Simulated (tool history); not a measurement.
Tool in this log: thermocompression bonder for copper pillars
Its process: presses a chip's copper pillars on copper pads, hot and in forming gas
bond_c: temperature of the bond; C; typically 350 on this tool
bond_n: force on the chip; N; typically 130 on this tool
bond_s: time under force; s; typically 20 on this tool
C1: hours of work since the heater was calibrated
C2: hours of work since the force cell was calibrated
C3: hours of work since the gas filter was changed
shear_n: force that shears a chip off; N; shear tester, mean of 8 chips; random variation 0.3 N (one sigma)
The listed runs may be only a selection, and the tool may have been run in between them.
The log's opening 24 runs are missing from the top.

run 25 hour=160.2 | bond_c=336 bond_n=158 bond_s=39 | C1=648 C2=195 C3=214 | shear_n=101.1
run 26 hour=166.9 | bond_c=353 bond_n=158 bond_s=15 | C1=652 C2=199 C3=218 | shear_n=91.2
run 27 hour=174.3 | bond_c=353 bond_n=158 bond_s=15 | C1=657 C2=204 C3=223 | shear_n=90.3
-- hour=176.3 force cell calibrated
run 28 hour=179.9 | bond_c=350 bond_n=130 bond_s=14 | C1=659 C2=2 C3=225 | shear_n=75.9
run 29 hour=184.8 | bond_c=344 bond_n=167 bond_s=11 | C1=662 C2=5 C3=228 | shear_n=77.7
run 30 hour=192.5 | bond_c=346 bond_n=175 bond_s=20 | C1=667 C2=10 C3=233 | shear_n=97.3
run 31 hour=201.1 | bond_c=363 bond_n=160 bond_s=15 | C1=673 C2=15 C3=238 | shear_n=99.3
-- hour=204.7 force cell calibrated, once more
run 32 hour=211.5 | bond_c=363 bond_n=160 bond_s=15 | C1=678 C2=4 C3=244 | shear_n=99.7
run 33 hour=215.8 | bond_c=363 bond_n=160 bond_s=15 | C1=681 C2=7 C3=247 | shear_n=99.4
run 34 hour=221.8 | bond_c=331 bond_n=160 bond_s=15 | C1=685 C2=11 C3=250 | shear_n=71.5
run 35 hour=230.8 | bond_c=331 bond_n=184 bond_s=20 | C1=690 C2=16 C3=256 | shear_n=87

Run 36 comes next. What will it give?
run 36 hour=238.4 | bond_c=328 bond_n=153 bond_s=22 | C1=695 C2=21 C3=261 | shear_n=?

Run 36 came out at shear_n 77 N.
The same run, on a tool lacking any hidden state, would have yielded shear_n 77.3 N.

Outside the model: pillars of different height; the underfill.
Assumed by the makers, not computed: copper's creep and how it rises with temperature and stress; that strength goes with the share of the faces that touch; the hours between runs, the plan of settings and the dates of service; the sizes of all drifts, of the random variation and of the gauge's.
